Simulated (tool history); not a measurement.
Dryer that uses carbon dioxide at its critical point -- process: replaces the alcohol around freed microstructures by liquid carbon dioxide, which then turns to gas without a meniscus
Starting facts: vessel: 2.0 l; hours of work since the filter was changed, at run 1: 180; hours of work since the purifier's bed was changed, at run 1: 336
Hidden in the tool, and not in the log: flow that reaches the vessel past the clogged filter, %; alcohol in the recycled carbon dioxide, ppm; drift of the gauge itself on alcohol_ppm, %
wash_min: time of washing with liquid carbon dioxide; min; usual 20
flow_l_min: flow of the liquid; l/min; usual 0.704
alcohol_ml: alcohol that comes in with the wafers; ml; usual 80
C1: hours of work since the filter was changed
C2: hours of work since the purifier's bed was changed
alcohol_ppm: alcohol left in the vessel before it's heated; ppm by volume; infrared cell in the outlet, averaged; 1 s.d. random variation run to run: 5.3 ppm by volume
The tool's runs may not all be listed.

{"run": 1, "hour": 0.0, "wash_min": 20, "flow_l_min": 0.704, "alcohol_ml": 80, "C1": 180, "C2": 336, "alcohol_ppm": 248}
{"run": 2, "hour": 17.0, "wash_min": 20, "flow_l_min": 0.704, "alcohol_ml": 80, "C1": 192, "C2": 348, "alcohol_ppm": 256}
{"run": 3, "hour": 34.7, "wash_min": 20, "flow_l_min": 0.704, "alcohol_ml": 80, "C1": 204, "C2": 361, "alcohol_ppm": 271}
{"run": 4, "hour": 54.9, "wash_min": 20, "flow_l_min": 0.704, "alcohol_ml": 80, "C1": 218, "C2": 375, "alcohol_ppm": 273}
{"run": 5, "hour": 71.6, "wash_min": 20, "flow_l_min": 0.704, "alcohol_ml": 80, "C1": 230, "C2": 387, "alcohol_ppm": 283}
{"run": 6, "hour": 80.6, "wash_min": 13, "flow_l_min": 0.704, "alcohol_ml": 80, "C1": 236, "C2": 393, "alcohol_ppm": 1397}
{"run": 7, "hour": 100.3, "wash_min": 13, "flow_l_min": 0.704, "alcohol_ml": 80, "C1": 250, "C2": 407, "alcohol_ppm": 1455}
{"run": 8, "hour": 119.8, "wash_min": 13, "flow_l_min": 0.704, "alcohol_ml": 80, "C1": 264, "C2": 421, "alcohol_ppm": 1451}
{"run": 9, "hour": 129.8, "wash_min": 20, "flow_l_min": 0.704, "alcohol_ml": 80, "C1": 271, "C2": 428, "alcohol_ppm": 309}
{"run": 10, "hour": 140.9, "wash_min": 23, "flow_l_min": 0.704, "alcohol_ml": 80, "C1": 279, "C2": 436, "alcohol_ppm": 203}
{"run": 11, "hour": 158.0, "wash_min": 20, "flow_l_min": 1.043, "alcohol_ml": 80, "C1": 291, "C2": 448, "alcohol_ppm": 120}
{"hour": 160.1, "done": "inlet filter changed"}
{"run": 12, "hour": 176.0, "wash_min": 20, "flow_l_min": 0.704, "alcohol_ml": 80, "C1": 11, "C2": 460, "alcohol_ppm": 218}
{"run": 13, "hour": 190.3, "wash_min": 20, "flow_l_min": 0.704, "alcohol_ml": 80, "C1": 21, "C2": 470, "alcohol_ppm": 224}
{"run": 14, "hour": 204.4, "wash_min": 20, "flow_l_min": 0.704, "alcohol_ml": 80, "C1": 31, "C2": 480, "alcohol_ppm": 235}
{"run": 15, "hour": 217.5, "wash_min": 20, "flow_l_min": 0.704, "alcohol_ml": 80, "C1": 40, "C2": 489, "alcohol_ppm": 224}
{"run": 16, "hour": 232.9, "wash_min": 20, "flow_l_min": 0.704, "alcohol_ml": 80, "C1": 51, "C2": 500, "alcohol_ppm": 243}
{"run": 17, "hour": 252.6, "wash_min": 20, "flow_l_min": 0.819, "alcohol_ml": 80, "C1": 65, "C2": 514, "alcohol_ppm": 156}
{"run": 18, "hour": 261.0, "wash_min": 20, "flow_l_min": 0.819, "alcohol_ml": 80, "C1": 71, "C2": 520, "alcohol_ppm": 164}
{"run": 19, "hour": 270.2, "wash_min": 20, "flow_l_min": 1.025, "alcohol_ml": 80, "C1": 78, "C2": 526, "alcohol_ppm": 117}
{"run": 20, "hour": 281.1, "wash_min": 20, "flow_l_min": 1.025, "alcohol_ml": 80, "C1": 85, "C2": 534, "alcohol_ppm": 114}
{"run": 21, "hour": 291.3, "wash_min": 20, "flow_l_min": 0.704, "alcohol_ml": 80, "C1": 93, "C2": 541, "alcohol_ppm": 274}
{"run": 22, "hour": 304.1, "wash_min": 20, "flow_l_min": 0.704, "alcohol_ml": 80, "C1": 102, "C2": 550, "alcohol_ppm": 266}
{"run": 23, "hour": 317.8, "wash_min": 20, "flow_l_min": 0.704, "alcohol_ml": 80, "C1": 111, "C2": 560, "alcohol_ppm": 268}
{"run": 24, "hour": 333.3, "wash_min": 20, "flow_l_min": 0.704, "alcohol_ml": 80, "C1": 122, "C2": 571, "alcohol_ppm": 271}
{"run": 25, "hour": 344.3, "wash_min": 26, "flow_l_min": 0.464, "alcohol_ml": 62, "C1": 130, "C2": 578, "alcohol_ppm": 392}
{"run": 26, "hour": 361.2, "wash_min": 27, "flow_l_min": 0.568, "alcohol_ml": 62, "C1": 142, "C2": 590, "alcohol_ppm": 195}
{"run": 27, "hour": 380.5, "wash_min": 27, "flow_l_min": 0.568, "alcohol_ml": 62, "C1": 155, "C2": 604, "alcohol_ppm": 208}
{"run": 28, "hour": 394.2, "wash_min": 27, "flow_l_min": 0.568, "alcohol_ml": 62, "C1": 165, "C2": 614, "alcohol_ppm": 207}
{"run": 29, "hour": 406.8, "wash_min": 12, "flow_l_min": 0.702, "alcohol_ml": 72, "C1": 174, "C2": 622, "alcohol_ppm": 1594}
{"run": 30, "hour": 423.9, "wash_min": 23, "flow_l_min": 0.726, "alcohol_ml": 39, "C1": 186, "C2": 635, "alcohol_ppm": 168}
{"run": 31, "hour": 438.3, "wash_min": 30, "flow_l_min": 1.027, "alcohol_ml": 56, "C1": 196, "C2": 645, "alcohol_ppm": 131}
{"run": 32, "hour": 451.7, "wash_min": 13, "flow_l_min": 1.049, "alcohol_ml": 59, "C1": 206, "C2": 654, "alcohol_ppm": 325}
{"run": 33, "hour": 470.2, "wash_min": 20, "flow_l_min": 0.736, "alcohol_ml": 42, "C1": 219, "C2": 667, "alcohol_ppm": 216}
{"run": 34, "hour": 482.7, "wash_min": 20, "flow_l_min": 1.085, "alcohol_ml": 33, "C1": 228, "C2": 676, "alcohol_ppm": 141}
{"run": 35, "hour": 500.7, "wash_min": 16, "flow_l_min": 0.512, "alcohol_ml": 72, "C1": 240, "C2": 689, "alcohol_ppm": 1815}
{"run": 36, "hour": 515.8, "wash_min": 16, "flow_l_min": 0.512, "alcohol_ml": 51, "C1": 251, "C2": 699, "alcohol_ppm": 1393}
{"run": 37, "hour": 531.5, "wash_min": 16, "flow_l_min": 0.512, "alcohol_ml": 51, "C1": 262, "C2": 710, "alcohol_ppm": 1347}
{"run": 38, "hour": 546.7, "wash_min": 17, "flow_l_min": 1.181, "alcohol_ml": 37, "C1": 273, "C2": 721, "alcohol_ppm": 158}
{"hour": 561.7, "done": "purifier's bed changed"}
{"run": 39, "hour": 564.0, "wash_min": 17, "flow_l_min": 1.181, "alcohol_ml": 27, "C1": 283, "C2": 2, "alcohol_ppm": 18}
{"hour": 578.7, "done": "inlet filter changed"}
{"run": 40, "hour": 582.3, "wash_min": 17, "flow_l_min": 0.947, "alcohol_ml": 21, "C1": 3, "C2": 14, "alcohol_ppm": 28}
{"run": 41, "hour": 602.2, "wash_min": 13, "flow_l_min": 0.904, "alcohol_ml": 67, "C1": 17, "C2": 28, "alcohol_ppm": 310}
{"run": 42, "hour": 621.6, "wash_min": 13, "flow_l_min": 0.904, "alcohol_ml": 67, "C1": 30, "C2": 42, "alcohol_ppm": 304}
{"run": 43, "hour": 637.4, "wash_min": 13, "flow_l_min": 0.904, "alcohol_ml": 67, "C1": 41, "C2": 53, "alcohol_ppm": 338}
{"run": 44, "hour": 654.2, "wash_min": 17, "flow_l_min": 0.756, "alcohol_ml": 91, "C1": 53, "C2": 65, "alcohol_ppm": 285}
{"run": 45, "hour": 662.4, "wash_min": 27, "flow_l_min": 0.673, "alcohol_ml": 91, "C1": 59, "C2": 70, "alcohol_ppm": 45}
{"run": 46, "hour": 670.9, "wash_min": 27, "flow_l_min": 0.673, "alcohol_ml": 91, "C1": 65, "C2": 76, "alcohol_ppm": 57}
{"run": 47, "hour": 682.1, "wash_min": 27, "flow_l_min": 0.673, "alcohol_ml": 91, "C1": 73, "C2": 84, "alcohol_ppm": 56}

Each run again, without the hidden state but with its own random variation kept:
run=1 alcohol_ppm=122
run=2 alcohol_ppm=122
run=3 alcohol_ppm=127
run=4 alcohol_ppm=120
run=5 alcohol_ppm=119
run=6 alcohol_ppm=913
run=7 alcohol_ppm=930
run=8 alcohol_ppm=902
run=9 alcohol_ppm=121
run=10 alcohol_ppm=58
run=11 alcohol_ppm=19
run=12 alcohol_ppm=121
run=13 alcohol_ppm=122
run=14 alcohol_ppm=129
run=15 alcohol_ppm=114
run=16 alcohol_ppm=124
run=17 alcohol_ppm=47
run=18 alcohol_ppm=52
run=19 alcohol_ppm=11
run=20 alcohol_ppm=7
run=21 alcohol_ppm=130
run=22 alcohol_ppm=122
run=23 alcohol_ppm=120
run=24 alcohol_ppm=117
run=25 alcohol_ppm=209
run=26 alcohol_ppm=56
run=27 alcohol_ppm=62
run=28 alcohol_ppm=55
run=29 alcohol_ppm=1128
run=30 alcohol_ppm=29
run=31 alcohol_ppm=2
run=32 alcohol_ppm=122
run=33 alcohol_ppm=47
run=34 alcohol_ppm=5
run=35 alcohol_ppm=1180
run=36 alcohol_ppm=865
run=37 alcohol_ppm=819
run=38 alcohol_ppm=9
run=39 alcohol_ppm=11
run=40 alcohol_ppm=24
run=41 alcohol_ppm=278
run=42 alcohol_ppm=263
run=43 alcohol_ppm=288
run=44 alcohol_ppm=227
run=45 alcohol_ppm=23
run=46 alcohol_ppm=33
run=47 alcohol_ppm=31
